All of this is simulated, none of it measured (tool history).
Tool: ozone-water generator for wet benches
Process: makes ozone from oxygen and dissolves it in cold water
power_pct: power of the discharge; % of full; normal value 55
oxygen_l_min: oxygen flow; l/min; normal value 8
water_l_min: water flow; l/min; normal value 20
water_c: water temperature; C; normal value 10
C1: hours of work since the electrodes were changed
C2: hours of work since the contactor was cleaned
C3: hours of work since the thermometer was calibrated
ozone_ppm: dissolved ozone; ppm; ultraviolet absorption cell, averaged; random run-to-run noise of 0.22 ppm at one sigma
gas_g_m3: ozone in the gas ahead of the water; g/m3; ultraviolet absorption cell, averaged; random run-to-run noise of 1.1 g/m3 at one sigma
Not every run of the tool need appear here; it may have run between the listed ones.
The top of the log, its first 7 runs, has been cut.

{"run": 8, "hour": 188.2, "power_pct": 55, "oxygen_l_min": 8, "water_l_min": 15, "water_c": 10, "C1": 411, "C2": 4041, "C3": 3864, "ozone_ppm": 37.7, "gas_g_m3": 192.6}
{"run": 9, "hour": 227.0, "power_pct": 55, "oxygen_l_min": 8, "water_l_min": 15, "water_c": 10, "C1": 443, "C2": 4073, "C3": 3896, "ozone_ppm": 37.5, "gas_g_m3": 190.9}
{"run": 10, "hour": 263.1, "power_pct": 55, "oxygen_l_min": 7.47, "water_l_min": 20, "water_c": 10, "C1": 473, "C2": 4103, "C3": 3926, "ozone_ppm": 31.2, "gas_g_m3": 197.4}
{"run": 11, "hour": 301.2, "power_pct": 55, "oxygen_l_min": 8, "water_l_min": 20, "water_c": 10, "C1": 505, "C2": 4135, "C3": 3958, "ozone_ppm": 31.6, "gas_g_m3": 192.9}
{"run": 12, "hour": 334.0, "power_pct": 55, "oxygen_l_min": 8, "water_l_min": 20, "water_c": 10, "C1": 532, "C2": 4162, "C3": 3985, "ozone_ppm": 31.3, "gas_g_m3": 190.8}
{"run": 13, "hour": 356.7, "power_pct": 55, "oxygen_l_min": 8, "water_l_min": 20, "water_c": 10, "C1": 551, "C2": 4181, "C3": 4004, "ozone_ppm": 31.2, "gas_g_m3": 190.7}
{"run": 14, "hour": 397.5, "power_pct": 55, "oxygen_l_min": 8, "water_l_min": 29, "water_c": 10, "C1": 585, "C2": 4215, "C3": 4038, "ozone_ppm": 24, "gas_g_m3": 188.1}
{"run": 15, "hour": 435.5, "power_pct": 55, "oxygen_l_min": 8, "water_l_min": 29, "water_c": 10, "C1": 617, "C2": 4247, "C3": 4070, "ozone_ppm": 24.2, "gas_g_m3": 191.3}
{"run": 16, "hour": 455.6, "power_pct": 55, "oxygen_l_min": 8, "water_l_min": 20, "water_c": 10, "C1": 634, "C2": 4264, "C3": 4086, "ozone_ppm": 31.4, "gas_g_m3": 190.8}
{"run": 17, "hour": 490.6, "power_pct": 55, "oxygen_l_min": 13.07, "water_l_min": 12, "water_c": 5, "C1": 663, "C2": 4293, "C3": 4115, "ozone_ppm": 43.7, "gas_g_m3": 153.7}
{"run": 18, "hour": 519.2, "power_pct": 75, "oxygen_l_min": 5.72, "water_l_min": 20, "water_c": 10, "C1": 687, "C2": 4317, "C3": 4139, "ozone_ppm": 37.5, "gas_g_m3": 272.6}
{"run": 19, "hour": 548.4, "power_pct": 72, "oxygen_l_min": 9.69, "water_l_min": 18, "water_c": 13, "C1": 711, "C2": 4341, "C3": 4164, "ozone_ppm": 37.7, "gas_g_m3": 209.1}
{"run": 20, "hour": 567.1, "power_pct": 79, "oxygen_l_min": 8.51, "water_l_min": 19, "water_c": 13, "C1": 727, "C2": 4357, "C3": 4179, "ozone_ppm": 39.2, "gas_g_m3": 236.5}
{"run": 21, "hour": 590.1, "power_pct": 79, "oxygen_l_min": 8.51, "water_l_min": 19, "water_c": 13, "C1": 746, "C2": 4376, "C3": 4198, "ozone_ppm": 38.7, "gas_g_m3": 236.9}
{"run": 22, "hour": 631.4, "power_pct": 79, "oxygen_l_min": 10.35, "water_l_min": 18, "water_c": 11, "C1": 780, "C2": 4410, "C3": 4233, "ozone_ppm": 42.2, "gas_g_m3": 218.6}
{"run": 23, "hour": 653.7, "power_pct": 79, "oxygen_l_min": 10.35, "water_l_min": 18, "water_c": 11, "C1": 799, "C2": 4429, "C3": 4251, "ozone_ppm": 41.7, "gas_g_m3": 216.6}
{"run": 24, "hour": 673.6, "power_pct": 41, "oxygen_l_min": 8, "water_l_min": 30, "water_c": 10, "C1": 815, "C2": 4445, "C3": 4268, "ozone_ppm": 19.3, "gas_g_m3": 155.4}
{"run": 25, "hour": 707.9, "power_pct": 41, "oxygen_l_min": 8, "water_l_min": 19, "water_c": 11, "C1": 844, "C2": 4474, "C3": 4296, "ozone_ppm": 26.1, "gas_g_m3": 156}
{"run": 26, "hour": 732.6, "power_pct": 41, "oxygen_l_min": 8, "water_l_min": 19, "water_c": 11, "C1": 864, "C2": 4494, "C3": 4317, "ozone_ppm": 26.1, "gas_g_m3": 156.3}
{"run": 27, "hour": 762.8, "power_pct": 63, "oxygen_l_min": 8, "water_l_min": 19, "water_c": 7, "C1": 890, "C2": 4520, "C3": 4342, "ozone_ppm": 37, "gas_g_m3": 209.6}
{"run": 28, "hour": 797.0, "power_pct": 63, "oxygen_l_min": 8, "water_l_min": 19, "water_c": 7, "C1": 918, "C2": 4548, "C3": 4371, "ozone_ppm": 36.9, "gas_g_m3": 209}
{"run": 29, "hour": 833.8, "power_pct": 63, "oxygen_l_min": 8, "water_l_min": 19, "water_c": 7, "C1": 949, "C2": 4579, "C3": 4401, "ozone_ppm": 37.2, "gas_g_m3": 208.9}
{"run": 30, "hour": 854.4, "power_pct": 63, "oxygen_l_min": 8, "water_l_min": 19, "water_c": 7, "C1": 966, "C2": 4596, "C3": 4418, "ozone_ppm": 36.7, "gas_g_m3": 207}
{"hour": 857.8, "done": "water thermometer calibrated"}
{"run": 31, "hour": 871.9, "power_pct": 63, "oxygen_l_min": 8.8, "water_l_min": 16, "water_c": 7, "C1": 980, "C2": 4610, "C3": 12, "ozone_ppm": 41.4, "gas_g_m3": 200.3}
{"run": 32, "hour": 903.0, "power_pct": 63, "oxygen_l_min": 8.8, "water_l_min": 16, "water_c": 7, "C1": 1006, "C2": 4636, "C3": 38, "ozone_ppm": 41.2, "gas_g_m3": 201.3}

Alternative continuations, all from the tool just after run 32; predict every row:
{"run": "A", "hour": 920.1, "power_pct": 47, "oxygen_l_min": 4.52, "water_l_min": 28, "water_c": 10, "C1": 1020, "C2": 4650, "C3": 52, "ozone_ppm": "?", "gas_g_m3": "?"}
{"run": "B", "hour": 920.1, "power_pct": 55, "oxygen_l_min": 9.25, "water_l_min": 13, "water_c": 6, "C1": 1020, "C2": 4650, "C3": 52, "ozone_ppm": "?", "gas_g_m3": "?"}
{"run": "C", "hour": 920.1, "power_pct": 63, "oxygen_l_min": 13.94, "water_l_min": 19, "water_c": 9, "C1": 1020, "C2": 4650, "C3": 52, "ozone_ppm": "?", "gas_g_m3": "?"}
{"run": "D", "hour": 920.1, "power_pct": 63, "oxygen_l_min": 5.97, "water_l_min": 29, "water_c": 7, "C1": 1020, "C2": 4650, "C3": 52, "ozone_ppm": "?", "gas_g_m3": "?"}

run=A ozone_ppm=19.5 gas_g_m3=220.5
run=B ozone_ppm=43.4 gas_g_m3=179.4
run=C ozone_ppm=35.3 gas_g_m3=164.9
run=D ozone_ppm=25.9 gas_g_m3=236.8
With the hidden condition removed and each run's random variation left untouched, the same runs would have given:
run=A ozone_ppm=20.4 gas_g_m3=221.6
run=B ozone_ppm=45 gas_g_m3=180.4
run=C ozone_ppm=36.8 gas_g_m3=166
run=D ozone_ppm=27.1 gas_g_m3=238.3
